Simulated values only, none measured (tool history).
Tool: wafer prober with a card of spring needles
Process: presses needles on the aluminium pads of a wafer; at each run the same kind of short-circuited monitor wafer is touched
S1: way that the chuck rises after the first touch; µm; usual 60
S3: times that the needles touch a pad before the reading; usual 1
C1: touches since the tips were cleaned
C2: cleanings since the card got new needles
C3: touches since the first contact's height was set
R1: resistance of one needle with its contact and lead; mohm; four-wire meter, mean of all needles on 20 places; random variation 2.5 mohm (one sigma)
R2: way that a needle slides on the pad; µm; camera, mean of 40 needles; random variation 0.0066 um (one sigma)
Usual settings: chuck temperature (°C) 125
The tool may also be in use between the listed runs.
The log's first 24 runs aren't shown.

-- hour=271.8 tips cleaned on abrasive film
run 25 hour=273.9 | S1=56 chuck_temperature_(°C)=38 S3=2 | C1=875 C2=35 C3=40975 | R1=269 R2=8.308
run 26 hour=289.4 | S1=46 chuck_temperature_(°C)=65 S3=2 | C1=7124 C2=35 C3=47224 | R1=303 R2=6.817
-- hour=290.5 tips cleaned on abrasive film
run 27 hour=304.4 | S1=46 chuck_temperature_(°C)=65 S3=2 | C1=5586 C2=36 C3=53218 | R1=295 R2=6.793
-- hour=309.5 tips cleaned on abrasive film
run 28 hour=313.3 | S1=72 chuck_temperature_(°C)=59 S3=1 | C1=1526 C2=37 C3=56765 | R1=274 R2=10.666
run 29 hour=327.1 | S1=72 chuck_temperature_(°C)=59 S3=1 | C1=7090 C2=37 C3=62329 | R1=282 R2=10.66
-- hour=328 tips cleaned on abrasive film
run 30 hour=334.8 | S1=72 chuck_temperature_(°C)=98 S3=2 | C1=2744 C2=38 C3=65390 | R1=281 R2=10.668
-- hour=346.7 tips cleaned on abrasive film
run 31 hour=350.3 | S1=79 chuck_temperature_(°C)=44 S3=2 | C1=1452 C2=39 C3=71590 | R1=257 R2=11.701
run 32 hour=363.7 | S1=79 chuck_temperature_(°C)=44 S3=2 | C1=6882 C2=39 C3=77020 | R1=268 R2=11.705
-- hour=364.6 tips cleaned on abrasive film
run 33 hour=371 | S1=41 chuck_temperature_(°C)=66 S3=1 | C1=2584 C2=40 C3=79919 | R1=309 R2=5.997
-- hour=382.8 tips cleaned on abrasive film
run 34 hour=386.3 | S1=55 chuck_temperature_(°C)=46 S3=2 | C1=1395 C2=41 C3=86022 | R1=276 R2=8.082
run 35 hour=400.3 | S1=55 chuck_temperature_(°C)=46 S3=2 | C1=7068 C2=41 C3=91695 | R1=284 R2=8.091

Forecast each of these 3 alternatives for the next run:
-- hour=401.8 tips cleaned on abrasive film
run A hour=409.7 | S1=55 chuck_temperature_(°C)=53 S3=2 | C1=3171 C2=42 C3=95423 | R1=? R2=?
-- hour=401.8 tips cleaned on abrasive film
run B hour=409.7 | S1=67 chuck_temperature_(°C)=59 S3=2 | C1=3171 C2=42 C3=95423 | R1=? R2=?
-- hour=401.8 tips cleaned on abrasive film
run C hour=409.7 | S1=61 chuck_temperature_(°C)=32 S3=2 | C1=3171 C2=42 C3=95423 | R1=? R2=?

run=A R1=283 R2=8.066
run=B R1=276 R2=9.874
run=C R1=267 R2=8.977
Without the tool's hidden state the same runs would have given:
run=A R1=269 R2=8.213
run=B R1=266 R2=10.021
run=C R1=255 R2=9.124
